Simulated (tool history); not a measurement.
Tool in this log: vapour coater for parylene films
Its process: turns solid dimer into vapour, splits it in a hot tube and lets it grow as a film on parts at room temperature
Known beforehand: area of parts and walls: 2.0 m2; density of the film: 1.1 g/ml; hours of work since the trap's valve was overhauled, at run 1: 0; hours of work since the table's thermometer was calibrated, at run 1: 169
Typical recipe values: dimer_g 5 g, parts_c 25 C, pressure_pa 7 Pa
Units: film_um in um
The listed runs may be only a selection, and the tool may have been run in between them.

run,hour,dimer_g,parts_c,pressure_pa,hours of work since the trap's valve was overhauled,hours of work since the table's thermometer was calibrated,film_um
1,0,5,25,7,0,169,0.947
2,39.2,5,25,7,27,196,0.959
3,64.9,5,21,7,44,213,1.057
4,92,5,25,4.41,63,232,1.069
5,132.5,5,25,3.43,90,259,1.125
6,163.5,5,25,3.43,111,280,1.129
7,202.5,5,25,3.43,138,307,1.123
8,224.1,5,25,7,152,321,0.966
9,246.6,5,25,7,168,337,0.948
10,283.3,5,25,7,193,362,0.96
11,321.3,5,25,7,218,387,0.976
# hour 331: trap's valve overhauled
12,358.8,5,25,7,19,410,0.973
13,379.6,5,25,7,33,424,0.96
14,408.5,5,25,3.16,53,444,1.136
15,434.2,5,25,3.16,70,461,1.139
16,466.2,5,25,3.16,92,483,1.12
17,500.3,3,25,9.29,115,506,0.53
18,527.6,3,25,9.29,134,525,0.549
19,562.1,5,26,3.62,157,548,1.08
20,591.9,4,17,7.39,177,569,0.939
21,635.5,4,17,2.57,207,598,1.177
# hour 662.7: trap's valve overhauled
22,664.5,5,36,7,1,615,0.722
23,708.4,6,25,2.31,31,645,1.476
24,733.5,6,25,2.31,48,662,1.452
25,751.9,6,35,4.55,61,675,0.968
26,778,6,35,4.55,78,692,0.968
27,817.4,9,35,4.55,105,719,1.43
28,847.5,3,30,2.29,126,740,0.657
29,878.1,8,25,5.41,146,760,1.645
30,906.3,2,18,2.43,166,780,0.6
31,948,2,18,2.43,194,808,0.583

Here are 3 independent what-if runs from the current tool condition. What would each one return?
# hour 993.9: trap's valve overhauled
A,994.7,4,18,8.43,1,837,?
# hour 993.9: trap's valve overhauled
B,994.7,2,31,10.36,1,837,?
# hour 993.9: trap's valve overhauled
C,994.7,2,32,2.43,1,837,?

run,film_um
A,0.892
B,0.286
C,0.391
Take away the tool's hidden state, keep each run's random variation, and the runs would have read:
run,film_um
A,0.892
B,0.286
C,0.391

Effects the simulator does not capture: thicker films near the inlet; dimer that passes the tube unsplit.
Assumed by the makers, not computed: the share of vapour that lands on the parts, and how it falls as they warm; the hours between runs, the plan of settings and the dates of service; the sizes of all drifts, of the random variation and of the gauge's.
